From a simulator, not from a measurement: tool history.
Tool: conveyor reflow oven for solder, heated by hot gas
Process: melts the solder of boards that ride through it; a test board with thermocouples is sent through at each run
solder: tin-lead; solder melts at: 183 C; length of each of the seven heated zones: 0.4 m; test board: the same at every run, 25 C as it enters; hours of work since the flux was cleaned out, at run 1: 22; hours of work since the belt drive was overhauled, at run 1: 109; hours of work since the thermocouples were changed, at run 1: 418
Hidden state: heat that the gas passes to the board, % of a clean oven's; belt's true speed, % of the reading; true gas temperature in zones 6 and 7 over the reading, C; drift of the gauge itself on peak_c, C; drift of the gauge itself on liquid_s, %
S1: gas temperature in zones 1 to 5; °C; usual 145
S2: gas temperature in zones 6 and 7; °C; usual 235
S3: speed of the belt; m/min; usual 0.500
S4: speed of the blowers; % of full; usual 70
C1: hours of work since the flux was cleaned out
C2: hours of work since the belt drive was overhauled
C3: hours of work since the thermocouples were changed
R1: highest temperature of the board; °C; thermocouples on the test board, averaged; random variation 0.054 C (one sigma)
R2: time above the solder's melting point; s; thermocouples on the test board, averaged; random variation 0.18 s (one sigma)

run,hour,S1,S2,S3,S4,C1,C2,C3,R1,R2
1,0.0,145,235,0.500,70,22,109,418,222.86,80.6
2,7.6,145,235,0.500,70,25,113,421,222.83,80.8
3,16.2,145,235,0.500,70,29,116,425,222.83,80.7
4,24.3,145,235,0.575,70,32,120,429,218.84,66.6
5,32.1,145,235,0.575,70,36,123,432,218.81,66.2
6,43.9,145,235,0.575,70,41,129,437,218.71,66.3
7,52.0,145,235,0.439,70,44,132,441,226.08,95.0
8,61.9,145,235,0.500,70,49,136,445,222.80,80.9
9,69.1,145,235,0.500,70,52,140,448,222.77,80.5
10,80.6,145,235,0.500,70,57,145,453,222.79,80.8
11,88.7,145,235,0.472,70,60,148,457,224.28,87.2
12,96.2,145,235,0.472,70,64,151,460,224.25,87.2
13,104.2,153,235,0.500,70,67,155,463,223.93,85.2
# hour 109.9: flux residue cleaned out of gas plates and filters
14,120.7,145,235,0.416,70,5,160,468,226.87,101.9
15,127.9,145,235,0.568,70,8,163,472,218.74,67.2
16,138.8,150,229,0.500,81,13,168,476,219.07,80.7
17,149.3,146,235,0.500,70,17,172,481,222.53,80.9
# hour 159.1: flux residue cleaned out of gas plates and filters, once more
18,159.6,146,235,0.500,70,0,175,483,223.04,81.8
19,169.6,146,235,0.500,70,5,179,488,223.06,81.5
20,178.9,146,235,0.500,70,9,183,492,223.08,81.4
21,183.8,147,235,0.500,77,11,185,494,224.05,82.9
22,194.8,147,235,0.500,77,16,190,499,224.01,82.9
23,202.9,145,235,0.571,82,19,194,502,220.66,68.8
24,214.7,145,235,0.571,82,24,199,507,220.74,68.8
25,225.9,145,235,0.508,70,29,204,512,222.46,79.2
26,234.2,145,242,0.582,70,33,207,516,224.35,70.0
27,243.9,145,236,0.582,88,37,211,520,221.76,68.4
28,251.3,145,236,0.582,88,40,215,523,221.77,68.0
29,257.5,145,236,0.582,88,43,217,526,221.71,68.5
30,269.0,134,234,0.500,70,48,222,531,220.33,74.1

Hidden state or all else? Some run-to-run changes of R1, split into what the settings, what came in and random variation would give without the hidden state, and what is left for the hidden state (with any gauge scatter that isn't in both results):
Run 3 -> 4: S3 0.500 -> 0.575. R1 -3.99 °C: hidden state -0.07, all else -3.92.
Run 6 -> 7: S3 0.575 -> 0.439. R1 +7.37 °C: hidden state +0.10, all else +7.27.
Run 14 -> 15: S3 0.416 -> 0.568. R1 -8.13 °C: hidden state -0.32, all else -7.81.
Run 15 -> 16: S1 145 -> 150, S2 235 -> 229, S3 0.568 -> 0.500, S4 70 -> 81. R1 +0.33 °C: hidden state +0.19, all else +0.14.
Run 17 -> 18: flux residue cleaned out of gas plates and filters, once more. R1 +0.51 °C: hidden state +0.48, all else +0.03.

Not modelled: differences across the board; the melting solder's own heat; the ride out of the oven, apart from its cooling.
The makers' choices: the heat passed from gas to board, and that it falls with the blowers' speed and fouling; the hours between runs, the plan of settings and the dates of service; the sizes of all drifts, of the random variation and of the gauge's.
